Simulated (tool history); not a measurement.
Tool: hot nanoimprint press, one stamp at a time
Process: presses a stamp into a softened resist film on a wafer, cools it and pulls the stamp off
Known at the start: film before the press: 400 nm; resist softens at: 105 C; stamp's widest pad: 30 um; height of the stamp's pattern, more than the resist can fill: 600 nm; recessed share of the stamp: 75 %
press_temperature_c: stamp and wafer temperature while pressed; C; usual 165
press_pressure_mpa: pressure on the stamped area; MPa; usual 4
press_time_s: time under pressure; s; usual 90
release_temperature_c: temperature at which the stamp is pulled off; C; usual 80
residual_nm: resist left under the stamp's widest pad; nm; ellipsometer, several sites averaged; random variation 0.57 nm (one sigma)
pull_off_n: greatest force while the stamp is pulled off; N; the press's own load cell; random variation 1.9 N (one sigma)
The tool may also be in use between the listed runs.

run   hour  press_temperature_c  press_pressure_mpa  press_time_s  release_temperature_c  residual_nm  pull_off_n
  1      0                  165                   4            90                     80        166.3         107
  2      8                  165                   4            45                     80        208.2         104
  3   16.8                  165                   4            90                     66        166.7         145
  4   24.3                  165                   4           101                     80        159.9         103
  5     29                  165                   4           101                     80        159.4         102
  6   35.4                  165                   4            90                     83        166.1          96
  7     40                  165                   4            90                     83        166.5          92
  8   44.8                  165                   4            90                     83          166          93
  9   52.5                  165                   4            90                     83        166.3          94
 10   58.5                  175                   4            90                     80        117.5         102
 11   64.3                  175                   4            90                     80        117.6         104
 12   70.9                  165                6.23            90                     80        127.2         104
 13   80.3                  165                   4            90                     80        165.8         103
 14   86.9                  165                   4            90                     80        165.2          98
 15   93.7                  165                   4            90                     80        165.7         100
 16   98.1                  156                   4            47                     80        271.4          99
 17  107.6                  154                2.98           178                     87        233.2          83
 18  112.9                  156                2.92            90                     80        263.6         105
 19  122.8                  158                4.16            67                     76        228.1         111
 20  128.2                  158                4.16            67                     76        227.2         113
 21  134.7                  160                3.38            90                     80        217.2         105
 22  143.2                  160                3.38            90                     80        215.3         104
 23  148.3                  167                5.91            56                     85        143.4          86
 24  158.7                  167                3.18            47                     80        213.9         101
 25  165.9                  167                3.18            47                     80        215.5         105
 26    176                  167                3.18            47                     80        214.6         103
 27  182.7                  156                 3.3            74                     69        261.4         136
 28    188                  156                 3.3            74                     69        262.1         137
 29  197.5                  165                   4            97                     84        159.7          90

5 ways to go on from here, each from the tool as it stands after run 29. What would each give?
  A  205.8                  171                4.75           108                     80            ?           ?
  B  205.8                  161                   4            51                     80            ?           ?
  C  205.8                  165                2.82            90                     80            ?           ?
  D  205.8                  165                   4            49                     68            ?           ?
  E  205.8                  162                   4            97                     80            ?           ?

run  residual_nm  pull_off_n
  A        111.8         103
  B        226.3         105
  C        199.9         101
  D        200.8         136
  E        177.8         103
Without the tool's hidden state the same runs would have given:
run  residual_nm  pull_off_n
  A        113.5         103
  B        229.7         105
  C          203         101
  D        203.9         135
  E        180.5         102
